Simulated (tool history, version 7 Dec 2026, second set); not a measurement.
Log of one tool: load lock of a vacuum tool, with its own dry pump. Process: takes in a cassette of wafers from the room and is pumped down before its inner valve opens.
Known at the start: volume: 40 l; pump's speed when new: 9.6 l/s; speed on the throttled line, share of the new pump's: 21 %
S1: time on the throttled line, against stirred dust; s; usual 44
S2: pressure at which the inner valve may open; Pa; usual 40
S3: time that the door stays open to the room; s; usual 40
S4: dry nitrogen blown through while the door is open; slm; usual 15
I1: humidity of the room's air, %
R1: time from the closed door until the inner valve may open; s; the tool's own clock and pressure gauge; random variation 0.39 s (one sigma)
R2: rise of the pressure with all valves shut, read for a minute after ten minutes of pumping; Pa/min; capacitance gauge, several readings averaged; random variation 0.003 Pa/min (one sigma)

{"run": 1, "hour": 0.0, "S1": 44, "S2": 40, "S3": 40, "S4": 15, "I1": 43.8, "R1": 70.4, "R2": 0.12}
{"run": 2, "hour": 320.5, "S1": 44, "S2": 40, "S3": 40, "S4": 15, "I1": 39.4, "R1": 69.5, "R2": 0.114}
{"run": 3, "hour": 567.5, "S1": 44, "S2": 40, "S3": 40, "S4": 15, "I1": 45.0, "R1": 70.0, "R2": 0.132}
{"run": 4, "hour": 812.7, "S1": 44, "S2": 40, "S3": 40, "S4": 15, "I1": 42.4, "R1": 70.0, "R2": 0.126}
{"run": 5, "hour": 1080.1, "S1": 26, "S2": 40, "S3": 40, "S4": 15, "I1": 46.4, "R1": 56.2, "R2": 0.136}
{"run": 6, "hour": 1522.5, "S1": 26, "S2": 40, "S3": 40, "S4": 15, "I1": 44.1, "R1": 56.4, "R2": 0.153}
{"run": 7, "hour": 2080.1, "S1": 26, "S2": 40, "S3": 40, "S4": 15, "I1": 45.4, "R1": 56.2, "R2": 0.164}
{"run": 8, "hour": 2527.8, "S1": 26, "S2": 40, "S3": 40, "S4": 15, "I1": 46.5, "R1": 56.6, "R2": 0.177}
{"run": 9, "hour": 2975.5, "S1": 44, "S2": 40, "S3": 40, "S4": 15, "I1": 40.0, "R1": 71.0, "R2": 0.183}
{"run": 10, "hour": 3286.1, "S1": 44, "S2": 40, "S3": 40, "S4": 15, "I1": 48.2, "R1": 71.0, "R2": 0.203}
{"run": 11, "hour": 3745.7, "S1": 44, "S2": 40, "S3": 40, "S4": 15, "I1": 47.6, "R1": 70.9, "R2": 0.21}
{"run": 12, "hour": 4042.9, "S1": 44, "S2": 40, "S3": 40, "S4": 15, "I1": 47.6, "R1": 70.6, "R2": 0.221}
{"run": 13, "hour": 4335.7, "S1": 24, "S2": 40, "S3": 40, "S4": 15, "I1": 42.6, "R1": 55.8, "R2": 0.221}
{"hour": 4611.0, "done": "door's seal changed, seat wiped"}
{"run": 14, "hour": 4709.4, "S1": 24, "S2": 40, "S3": 40, "S4": 15, "I1": 41.6, "R1": 56.3, "R2": 0.029}
{"run": 15, "hour": 5150.2, "S1": 24, "S2": 40, "S3": 40, "S4": 15, "I1": 48.2, "R1": 55.7, "R2": 0.039}
{"run": 16, "hour": 5723.4, "S1": 44, "S2": 40, "S3": 40, "S4": 15, "I1": 44.8, "R1": 71.0, "R2": 0.045}
{"run": 17, "hour": 6217.9, "S1": 44, "S2": 40, "S3": 40, "S4": 15, "I1": 44.9, "R1": 70.8, "R2": 0.046}
{"run": 18, "hour": 6458.7, "S1": 44, "S2": 40, "S3": 40, "S4": 15, "I1": 48.0, "R1": 71.0, "R2": 0.05}
{"run": 19, "hour": 6798.1, "S1": 44, "S2": 40, "S3": 83, "S4": 15, "I1": 42.6, "R1": 70.6, "R2": 0.058}
{"run": 20, "hour": 7093.5, "S1": 44, "S2": 40, "S3": 83, "S4": 15, "I1": 46.5, "R1": 71.3, "R2": 0.067}
{"run": 21, "hour": 7445.0, "S1": 44, "S2": 40, "S3": 25, "S4": 7, "I1": 44.3, "R1": 71.6, "R2": 0.061}
{"run": 22, "hour": 7830.8, "S1": 69, "S2": 40, "S3": 43, "S4": 7, "I1": 44.3, "R1": 90.5, "R2": 0.078}
{"run": 23, "hour": 8301.6, "S1": 69, "S2": 68, "S3": 43, "S4": 16, "I1": 43.1, "R1": 88.6, "R2": 0.072}
{"run": 24, "hour": 8797.3, "S1": 69, "S2": 68, "S3": 43, "S4": 16, "I1": 47.0, "R1": 87.4, "R2": 0.073}
{"run": 25, "hour": 9190.1, "S1": 69, "S2": 68, "S3": 43, "S4": 16, "I1": 45.8, "R1": 88.6, "R2": 0.085}
{"run": 26, "hour": 9691.6, "S1": 38, "S2": 37, "S3": 36, "S4": 6, "I1": 42.8, "R1": 67.8, "R2": 0.099}
{"run": 27, "hour": 10224.6, "S1": 35, "S2": 40, "S3": 40, "S4": 39, "I1": 41.7, "R1": 65.4, "R2": 0.081}
{"run": 28, "hour": 10625.9, "S1": 44, "S2": 36, "S3": 40, "S4": 16, "I1": 44.5, "R1": 72.8, "R2": 0.109}
{"run": 29, "hour": 11174.6, "S1": 67, "S2": 72, "S3": 40, "S4": 27, "I1": 46.4, "R1": 86.0, "R2": 0.104}
{"run": 30, "hour": 11507.0, "S1": 67, "S2": 72, "S3": 40, "S4": 27, "I1": 45.4, "R1": 86.7, "R2": 0.117}
{"run": 31, "hour": 11986.1, "S1": 67, "S2": 72, "S3": 32, "S4": 27, "I1": 47.8, "R1": 87.2, "R2": 0.122}
{"run": 32, "hour": 12223.6, "S1": 47, "S2": 28, "S3": 140, "S4": 37, "I1": 46.2, "R1": 76.8, "R2": 0.134}
{"run": 33, "hour": 12456.8, "S1": 44, "S2": 56, "S3": 118, "S4": 17, "I1": 44.8, "R1": 71.0, "R2": 0.157}
{"run": 34, "hour": 12704.5, "S1": 44, "S2": 56, "S3": 118, "S4": 17, "I1": 43.7, "R1": 70.5, "R2": 0.158}
{"run": 35, "hour": 13070.7, "S1": 44, "S2": 29, "S3": 175, "S4": 15, "I1": 43.9, "R1": 75.0, "R2": 0.179}
{"run": 36, "hour": 13328.3, "S1": 32, "S2": 40, "S3": 154, "S4": 15, "I1": 43.5, "R1": 63.9, "R2": 0.182}
{"hour": 13455.6, "done": "dry pump taken out, an overhauled one fitted"}
{"run": 37, "hour": 13852.4, "S1": 44, "S2": 73, "S3": 40, "S4": 15, "I1": 46.8, "R1": 65.0, "R2": 0.183}

Forecast each of these 3 alternatives for the next run:
{"run": "A", "hour": 14265.0, "S1": 44, "S2": 63, "S3": 40, "S4": 8, "I1": 47.1, "R1": "?", "R2": "?"}
{"run": "B", "hour": 14265.0, "S1": 44, "S2": 65, "S3": 40, "S4": 15, "I1": 47.4, "R1": "?", "R2": "?"}
{"run": "C", "hour": 14265.0, "S1": 25, "S2": 73, "S3": 32, "S4": 15, "I1": 48.9, "R1": "?", "R2": "?"}

run=A R1=66.0 R2=0.206
run=B R1=66.5 R2=0.196
run=C R1=50.4 R2=0.190
Without the tool's hidden state the same runs would have given:
run=A R1=65.5 R2=0.047
run=B R1=66.0 R2=0.033
run=C R1=49.9 R2=0.027
